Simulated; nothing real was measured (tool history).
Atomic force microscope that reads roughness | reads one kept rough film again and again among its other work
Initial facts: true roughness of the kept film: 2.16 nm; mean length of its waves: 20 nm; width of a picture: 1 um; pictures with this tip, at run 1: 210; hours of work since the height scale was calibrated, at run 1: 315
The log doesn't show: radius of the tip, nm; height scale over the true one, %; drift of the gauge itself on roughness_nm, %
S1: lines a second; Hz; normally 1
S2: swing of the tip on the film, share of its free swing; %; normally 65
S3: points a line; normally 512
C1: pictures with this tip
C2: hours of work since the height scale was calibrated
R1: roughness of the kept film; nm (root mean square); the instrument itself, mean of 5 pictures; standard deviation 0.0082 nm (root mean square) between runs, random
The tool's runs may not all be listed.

run,day,S1,S2,S3,C1,C2,R1
1,0,1,65,512,210,315,1.454
2,1.229,1,65,512,285,338,1.338
3,2.683,1,65,512,374,364,1.237
# day 3.062: new tip fitted
4,4.208,1,65,879,70,391,1.63
5,5.862,1,60,879,171,421,1.49
6,6.758,1,60,879,226,438,1.401
7,7.708,1,60,879,284,455,1.325
8,9.217,1,65,512,376,482,1.197
# day 9.579: new tip fitted
9,10.729,1,65,512,71,510,1.653
10,12.142,1,65,521,157,535,1.492
11,13.758,1,62,512,256,565,1.357
12,14.708,1,62,512,314,582,1.286
13,15.908,1,84,512,388,604,1.124
# day 16.062: new tip fitted
14,16.754,1,84,512,42,619,1.587
15,18.271,1,84,512,135,646,1.418
16,19.992,1,84,512,240,678,1.29
17,21.721,1,84,512,346,709,1.172
# day 22.617: new tip fitted
18,23.442,1,64,512,50,740,1.697
19,25.229,1,64,512,160,773,1.484
20,26.383,1,64,512,230,794,1.389
21,28.012,1,64,512,330,823,1.252
# day 29.112: new tip fitted
22,29.229,1,57,512,7,845,1.787
23,30.121,1,65,900,62,861,1.65
24,31.454,1,65,900,143,885,1.497
25,32.8,1,65,900,226,910,1.364
26,33.846,2.23,65,512,290,929,1.224
27,35.542,0.77,65,786,393,960,1.178
# day 35.738: new tip fitted
28,36.754,0.81,84,512,62,981,1.575
29,38.188,2.48,72,512,150,1007,1.351
30,39.167,1,62,869,210,1025,1.395
31,40.925,1,62,869,318,1057,1.257
32,42.071,3.86,59,512,388,1078,1.118
# day 42.258: new tip fitted
33,43.288,1,86,266,63,1100,1.478
34,44.75,1.15,87,554,152,1126,1.356
35,46.254,1.45,85,512,244,1154,1.204
36,47.083,1.45,85,655,295,1169,1.147
37,48.267,1.45,85,655,368,1190,1.082
# day 48.871: new tip fitted
38,49.8,1.45,85,655,57,1218,1.479
39,50.788,1,65,759,117,1236,1.527
40,51.604,1.17,66,256,168,1251,1.396
41,53.292,1.17,66,256,271,1281,1.25
42,55.196,0.63,81,256,387,1316,1.122
# day 55.471: new tip fitted
43,56.825,0.7,81,979,83,1345,1.569
44,57.862,1.49,69,512,146,1364,1.43
45,59.038,1.84,60,495,218,1385,1.338
46,60.767,1.84,60,495,324,1417,1.217
# day 62.046: new tip fitted
47,62.462,1.84,60,495,25,1447,1.7
48,63.95,0.84,88,469,116,1474,1.458
49,65.65,0.84,88,469,220,1505,1.3
50,67.283,1,79,440,320,1535,1.211
# day 68.608: new tip fitted
51,68.738,4,77,268,8,1561,1.386
52,70.142,2.44,77,1020,94,1587,1.391

3 ways to go on from here, each from the tool as it stands after run 52. What would each give?
A,71.933,0.74,78,315,204,1619,?
B,71.933,1.47,77,1020,204,1619,?
C,71.933,1.02,77,276,204,1619,?

run,R1
A,1.348
B,1.31
C,1.303
With the hidden condition removed and each run's random variation left untouched, the same runs would have given:
run,R1
A,1.749
B,1.701
C,1.691

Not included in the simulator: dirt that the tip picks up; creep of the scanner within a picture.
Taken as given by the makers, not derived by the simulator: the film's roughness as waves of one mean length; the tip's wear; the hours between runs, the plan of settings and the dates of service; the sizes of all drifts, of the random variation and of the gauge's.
